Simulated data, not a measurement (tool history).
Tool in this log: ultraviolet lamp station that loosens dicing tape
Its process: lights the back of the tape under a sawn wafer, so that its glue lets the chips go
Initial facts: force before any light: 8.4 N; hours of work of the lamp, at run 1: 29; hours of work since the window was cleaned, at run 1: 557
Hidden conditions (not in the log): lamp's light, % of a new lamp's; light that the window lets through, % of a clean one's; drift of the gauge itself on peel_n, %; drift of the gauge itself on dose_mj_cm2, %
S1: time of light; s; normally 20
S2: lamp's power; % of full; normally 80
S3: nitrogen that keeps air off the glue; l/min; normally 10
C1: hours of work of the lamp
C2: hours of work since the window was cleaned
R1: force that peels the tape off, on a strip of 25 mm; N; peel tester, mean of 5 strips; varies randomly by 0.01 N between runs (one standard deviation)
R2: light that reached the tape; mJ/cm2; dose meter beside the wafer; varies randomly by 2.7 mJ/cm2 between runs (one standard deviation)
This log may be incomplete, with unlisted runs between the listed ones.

run	day	S1	S2	S3	C1	C2	R1	R2
1	0.000	20	80	10	29	557	0.507	342
2	0.417	20	80	10	33	561	0.521	346
3	1.408	20	80	10	43	571	0.497	345
4	2.421	10	80	10	53	581	1.773	171
# day 2.500: window cleaned of glue's vapour
5	2.892	10	80	9	57	4	1.942	172
6	3.842	10	80	9	67	13	1.890	169
7	4.554	10	80	9	74	20	1.897	168
8	5.112	20	80	10	80	26	0.525	337
9	5.971	20	80	10	88	35	0.526	335
# day 6.833: window cleaned of glue's vapour, once more
10	6.971	20	80	10	98	1	0.461	354
11	7.758	20	80	10	106	9	0.480	355
12	8.762	20	80	10	116	19	0.488	355
13	9.229	13	71	7	120	24	1.695	201
14	9.929	24	71	4	127	31	0.893	381
15	10.479	20	94	12	133	36	0.320	414
16	11.171	20	97	12	140	43	0.320	432
17	11.862	23	85	5	146	50	0.605	430
18	12.725	13	85	5	155	59	1.593	239
19	13.588	13	85	5	164	67	1.612	243
20	14.204	13	85	5	170	73	1.695	244
21	15.079	38	81	5	179	82	0.276	675
22	15.508	38	81	5	183	86	0.266	670
23	16.296	25	75	19	191	94	0.267	405

Consider 5 possible next runs. They are alternatives, not a sequence: every one starts from the tool as it was left by run 23. What does each give?
A	17.254	20	68	10	200	104	?	?
B	17.254	38	86	8	200	104	?	?
C	17.254	20	80	3	200	104	?	?
D	17.254	25	63	19	200	104	?	?
E	17.254	12	77	3	200	104	?	?

run	R1	R2
A	0.680	296
B	0.229	717
C	1.300	347
D	0.349	336
E	2.825	199
Stripped of hidden state, with their random variation kept, the same runs would have yielded:
run	R1	R2
A	0.614	312
B	0.225	755
C	1.192	365
D	0.324	354
E	2.672	210
